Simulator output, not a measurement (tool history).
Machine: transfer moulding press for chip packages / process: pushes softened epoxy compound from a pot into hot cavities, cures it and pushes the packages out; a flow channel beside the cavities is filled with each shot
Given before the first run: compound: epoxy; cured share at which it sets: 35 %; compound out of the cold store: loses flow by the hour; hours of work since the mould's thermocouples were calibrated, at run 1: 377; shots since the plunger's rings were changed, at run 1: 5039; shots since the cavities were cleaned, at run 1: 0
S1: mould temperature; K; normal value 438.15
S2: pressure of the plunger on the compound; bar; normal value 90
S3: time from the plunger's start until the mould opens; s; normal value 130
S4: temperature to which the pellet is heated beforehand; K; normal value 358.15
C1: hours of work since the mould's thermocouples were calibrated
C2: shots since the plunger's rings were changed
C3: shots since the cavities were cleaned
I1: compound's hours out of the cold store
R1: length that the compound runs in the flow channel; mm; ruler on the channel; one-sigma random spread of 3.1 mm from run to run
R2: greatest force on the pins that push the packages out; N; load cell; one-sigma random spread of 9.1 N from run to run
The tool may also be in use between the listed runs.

run,day,S1,S2,S3,S4,C1,C2,C3,I1,R1,R2
1,0,438.15,90,130,358.15,377,5039,0,15,1024,425
# day 0.3: mould's thermocouples calibrated
2,0.921,438.15,90,130,358.15,11,5249,210,26.5,982,425
3,1.988,438.15,79.5,130,358.15,29,5515,476,20,945,419
4,3.025,438.15,79.5,130,358.15,46,5774,735,23.3,936,421
# day 3.317: plunger's sealing rings changed
5,4.017,438.15,79.5,130,358.15,62,174,956,22.3,936,426
# day 4.15: cavities cleaned with cleaning compound and waxed
6,5.279,438.15,90,130,358.15,82,474,282,25.7,986,417
7,5.942,446.15,90,130,358.15,93,639,447,28.4,943,369
8,6.967,446.15,90,130,358.15,111,895,703,34.6,926,390
# day 8.067: cavities cleaned with cleaning compound and waxed
9,8.067,446.15,90,130,358.15,129,1155,0,36.7,918,371
10,9.371,446.15,90,130,358.15,151,1480,325,31.3,930,374
11,10.167,438.15,90,130,358.15,164,1678,523,46.1,913,411
12,11.421,442.15,90,130,358.15,186,1992,837,10.1,1031,396
# day 12.083: cavities cleaned with cleaning compound and waxed
13,12.258,442.15,90,130,358.15,199,2185,44,30.5,951,399
14,13.325,438.15,90,130,358.15,217,2452,311,27.7,977,397
15,14.571,438.15,90,130,358.15,238,2762,621,12.5,1032,421
16,15.908,446.15,90,130,360.15,261,3097,956,21,972,371
# day 16.088: cavities cleaned with cleaning compound and waxed
17,17.133,438.15,90,153,367.15,281,3386,260,23,990,378
18,17.85,435.15,93.2,153,367.15,293,3566,440,47.5,935,376
19,18.417,430.15,90,130,359.15,303,3708,582,47,942,668
20,19.429,430.15,68.9,130,349.15,320,3960,834,35.7,855,673
# day 20.058: cavities cleaned with cleaning compound and waxed
21,20.842,430.15,70.5,130,363.15,343,4298,196,13.1,944,715
22,21.621,438.15,90,130,349.15,356,4492,390,38,942,409
23,22.904,445.15,71.4,144,366.15,378,4812,710,43.3,798,377
# day 23.112: mould's thermocouples calibrated
# day 24.071: cavities cleaned with cleaning compound and waxed
24,24.071,432.15,90,166,358.15,15,5067,0,15.3,1052,437
25,25.108,438.15,90,138,358.15,33,5326,259,15.4,1022,389
26,25.908,431.15,90,160,358.15,47,5526,459,10.9,1072,449
27,26.729,431.15,90,160,358.15,61,5731,664,47.4,930,430
# day 27.142: plunger's sealing rings changed
28,27.929,434.15,90,130,358.15,79,196,937,43.3,932,475

Forecast each of these 3 alternatives for the next run:
# day 28.158: cavities cleaned with cleaning compound and waxed
A,28.721,438.15,81.9,160,368.15,92,378,140,44.2,?,?
# day 28.158: cavities cleaned with cleaning compound and waxed
B,28.721,438.15,90,130,352.15,92,378,140,26.6,?,?
# day 28.158: cavities cleaned with cleaning compound and waxed
C,28.721,442.15,90,130,355.15,92,378,140,16.2,?,?

run,R1,R2
A,870,382
B,979,419
C,1006,383
With no hidden state in the tool, these same runs would have given:
run,R1,R2
A,870,380
B,979,417
C,1006,380
